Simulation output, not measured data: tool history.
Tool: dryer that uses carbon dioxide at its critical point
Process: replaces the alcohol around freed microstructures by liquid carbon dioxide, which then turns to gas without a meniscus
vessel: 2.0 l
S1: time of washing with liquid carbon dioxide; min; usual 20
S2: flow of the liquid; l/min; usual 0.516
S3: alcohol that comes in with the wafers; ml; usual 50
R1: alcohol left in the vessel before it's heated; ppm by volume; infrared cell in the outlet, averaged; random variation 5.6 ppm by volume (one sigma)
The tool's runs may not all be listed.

run     day  S1     S2  S3   R1
  1       0  20  0.516  50  397
  2   1.104  20  0.516  50  409
  3   1.996  20  0.414  50  837
      2.921  -- inlet filter changed
  4   3.392  20  0.414  50  629
  5   4.625  16  0.516  50  604
  6   5.996  16  0.516  50  626
  7   7.383  16  0.516  50  640
  8   8.104  20  0.516  50  338
  9   9.442  20  0.516  50  348
 10  10.321  20  0.516  50  368
 11  11.988  20  0.516  50  386
 12  12.812  20  0.516  50  385
 13  14.054  20  0.516  50  398
 14   15.65  20  0.516  27  314
 15  16.438  20  0.516  27  314
 16  17.454  20  0.516  27  326
 17  19.138  17  0.516  50  721
 18    20.1  17  0.516  50  744
 19  20.862  17  0.516  50  746
     21.612  -- inlet filter changed
 20  21.854  20  0.669  50  231
 21  22.908  16  0.516  50  685
 22  23.892  16  0.516  50  690
 23  24.696  16  0.516  50  684
 24  26.108  16  0.736  74  345
 25  27.308  16  0.736  74  361
 26  28.167  16  0.736  74  358
 27  29.904  16  0.736  50  317
 28  30.883  17  0.786  34  257
 29  32.054  28  0.723  34  237
 30  33.738  28  0.823  88  236
 31  34.904  28  0.823  88  239
 32  36.538  28  0.823  88  251
 33  37.808  28  0.823  88  262
 34  39.192  16  0.823  28  291
 35  40.171  16  0.823  28  299
     40.321  -- inlet filter changed
 36  41.496  16  0.823  28  288
 37  42.779  17  0.412  33  847
 38  43.962  17  0.412  33  877
     44.904  -- purifier's bed changed
 39  45.779  17  0.412  33  624
 40  47.242  16  0.516  80  848
 41  48.883  28  0.696  32   24
 42  49.971  23  0.565  28   60
 43  51.083  31  0.516  50   45
 44  51.842  31  0.516  50   51
 45  53.317  31  0.516  50   60
 46  54.783  21   0.61  57  119

Forecast each of these 4 alternatives for the next run:
  A  55.796  30  0.484  57   ?
  B  55.796  20  0.742  50   ?
  C  55.796  24  0.445  94   ?
  D  55.796  14  0.338  33   ?

run    R1
  A    84
  B    78
  C   487
  D  2165
Without the tool's hidden state the same runs would have given:
run    R1
  A    22
  B    23
  C   276
  D  1714

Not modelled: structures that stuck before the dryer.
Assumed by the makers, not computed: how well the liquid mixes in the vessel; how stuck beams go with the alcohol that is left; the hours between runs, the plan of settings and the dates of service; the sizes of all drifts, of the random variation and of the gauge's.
